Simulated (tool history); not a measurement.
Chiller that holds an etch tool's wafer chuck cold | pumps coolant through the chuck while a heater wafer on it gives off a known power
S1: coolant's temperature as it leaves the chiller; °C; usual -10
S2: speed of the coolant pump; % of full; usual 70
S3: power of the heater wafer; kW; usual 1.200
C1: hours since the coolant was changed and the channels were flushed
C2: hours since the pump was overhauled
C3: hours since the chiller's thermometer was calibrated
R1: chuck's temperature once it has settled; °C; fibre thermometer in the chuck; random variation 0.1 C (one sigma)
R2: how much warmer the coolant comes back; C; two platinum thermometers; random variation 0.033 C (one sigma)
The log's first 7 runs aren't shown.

run 8 hour=223.3 | S1=-10 S2=70 S3=1.243 | C1=1825 C2=3281 C3=1699 | R1=8.5 R2=5.31
run 9 hour=246.6 | S1=-6 S2=70 S3=1.200 | C1=1848 C2=3305 C3=1723 | R1=11.9 R2=5.12
run 10 hour=278.7 | S1=-18 S2=70 S3=1.200 | C1=1880 C2=3337 C3=1755 | R1=-0.1 R2=5.15
run 11 hour=303.8 | S1=-18 S2=70 S3=1.200 | C1=1905 C2=3362 C3=1780 | R1=-0.2 R2=5.13
run 12 hour=336.3 | S1=-18 S2=70 S3=1.200 | C1=1938 C2=3394 C3=1812 | R1=0.1 R2=5.19
run 13 hour=370.7 | S1=-18 S2=70 S3=1.200 | C1=1972 C2=3429 C3=1847 | R1=-0.1 R2=5.17
run 14 hour=389.0 | S1=-18 S2=70 S3=1.200 | C1=1990 C2=3447 C3=1865 | R1=-0.1 R2=5.18
run 15 hour=411.6 | S1=-18 S2=70 S3=1.200 | C1=2013 C2=3470 C3=1888 | R1=0.1 R2=5.15
run 16 hour=438.5 | S1=-18 S2=70 S3=1.200 | C1=2040 C2=3496 C3=1914 | R1=-0.1 R2=5.22
run 17 hour=468.2 | S1=-4 S2=70 S3=1.429 | C1=2069 C2=3526 C3=1944 | R1=17.6 R2=6.15
run 18 hour=485.6 | S1=-14 S2=64 S3=0.675 | C1=2087 C2=3543 C3=1962 | R1=-3.0 R2=3.19
run 19 hour=508.3 | S1=-17 S2=64 S3=1.279 | C1=2110 C2=3566 C3=1984 | R1=3.8 R2=6.09
run 20 hour=545.4 | S1=-17 S2=64 S3=1.279 | C1=2147 C2=3603 C3=2021 | R1=3.8 R2=6.06
run 21 hour=562.5 | S1=-17 S2=64 S3=1.279 | C1=2164 C2=3620 C3=2038 | R1=3.9 R2=6.01
run 22 hour=586.7 | S1=-17 S2=64 S3=1.279 | C1=2188 C2=3645 C3=2063 | R1=4.0 R2=6.04
run 23 hour=624.1 | S1=-4 S2=95 S3=0.921 | C1=2225 C2=3682 C3=2100 | R1=6.6 R2=2.89
run 24 hour=652.5 | S1=-4 S2=95 S3=0.921 | C1=2254 C2=3710 C3=2128 | R1=6.8 R2=2.95
run 25 hour=678.8 | S1=-4 S2=95 S3=0.921 | C1=2280 C2=3737 C3=2155 | R1=6.7 R2=2.99
run 26 hour=708.8 | S1=-3 S2=65 S3=0.835 | C1=2310 C2=3767 C3=2185 | R1=10.4 R2=3.90
run 27 hour=742.3 | S1=-3 S2=67 S3=0.723 | C1=2344 C2=3800 C3=2218 | R1=8.5 R2=3.27
run 28 hour=766.2 | S1=-3 S2=67 S3=0.723 | C1=2367 C2=3824 C3=2242 | R1=8.4 R2=3.29
run 29 hour=789.5 | S1=-9 S2=70 S3=1.200 | C1=2391 C2=3847 C3=2265 | R1=9.3 R2=5.19
run 30 hour=824.5 | S1=-5 S2=75 S3=0.709 | C1=2426 C2=3882 C3=2300 | R1=5.1 R2=2.88
run 31 hour=863.5 | S1=-10 S2=73 S3=1.200 | C1=2465 C2=3921 C3=2339 | R1=7.6 R2=4.99
run 32 hour=901.1 | S1=-10 S2=73 S3=1.200 | C1=2502 C2=3959 C3=2377 | R1=7.7 R2=5.07

4 ways to go on from here, each from the tool as it stands after run 32. What would each give?
run A hour=934.5 | S1=-8 S2=73 S3=1.200 | C1=2536 C2=3992 C3=2410 | R1=? R2=?
run B hour=934.5 | S1=-10 S2=65 S3=1.114 | C1=2536 C2=3992 C3=2410 | R1=? R2=?
run C hour=934.5 | S1=-10 S2=73 S3=1.519 | C1=2536 C2=3992 C3=2410 | R1=? R2=?
run D hour=934.5 | S1=-10 S2=73 S3=0.661 | C1=2536 C2=3992 C3=2410 | R1=? R2=?

run=A R1=9.8 R2=5.04
run=B R1=8.3 R2=5.25
run=C R1=12.5 R2=6.37
run=D R1=-0.3 R2=2.74
Without the tool's hidden state the same runs would have given:
run=A R1=7.6 R2=4.69
run=B R1=6.1 R2=4.89
run=C R1=9.8 R2=5.93
run=D R1=-1.4 R2=2.55
